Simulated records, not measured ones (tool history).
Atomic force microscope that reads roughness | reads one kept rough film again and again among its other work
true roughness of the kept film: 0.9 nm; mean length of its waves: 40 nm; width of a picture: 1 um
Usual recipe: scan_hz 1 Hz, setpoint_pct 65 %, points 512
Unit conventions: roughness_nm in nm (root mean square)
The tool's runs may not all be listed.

| run | hour | scan_hz | setpoint_pct | points | roughness_nm |
|---|---|---|---|---|---|
| 1 | 0 | 1 | 65 | 512 | 0.854 |
| 2 | 22.4 | 0.75 | 65 | 512 | 0.852 |
|  | 32.6 | new tip fitted |
| 3 | 42.8 | 0.75 | 65 | 512 | 0.856 |
| 4 | 63.7 | 0.75 | 65 | 512 | 0.856 |
| 5 | 82.2 | 0.75 | 65 | 512 | 0.851 |
| 6 | 98 | 0.75 | 65 | 512 | 0.857 |
| 7 | 110.6 | 1 | 65 | 837 | 0.852 |
| 8 | 132.2 | 0.78 | 65 | 837 | 0.859 |
| 9 | 145.3 | 1 | 65 | 512 | 0.847 |
| 10 | 158 | 1 | 65 | 512 | 0.852 |
| 11 | 177.4 | 1 | 65 | 512 | 0.842 |
| 12 | 198.6 | 1 | 65 | 512 | 0.855 |
| 13 | 208.7 | 1 | 65 | 512 | 0.845 |
| 14 | 221.9 | 1 | 65 | 512 | 0.849 |
|  | 225.5 | new tip fitted |
| 15 | 237.9 | 1 | 65 | 512 | 0.85 |
| 16 | 257.7 | 1 | 65 | 512 | 0.85 |
| 17 | 279.4 | 1 | 65 | 512 | 0.856 |
| 18 | 288.8 | 1 | 65 | 512 | 0.846 |
| 19 | 302.8 | 1 | 65 | 512 | 0.855 |
| 20 | 312.7 | 1 | 65 | 276 | 0.854 |

The next listed run, before its measurement:
| 21 | 322.8 | 1 | 68 | 534 | ? |

Run 21 yielded roughness_nm 0.842 nm (root mean square).
Minus the tool's unlogged condition, the same run would have read roughness_nm 0.844 nm (root mean square).
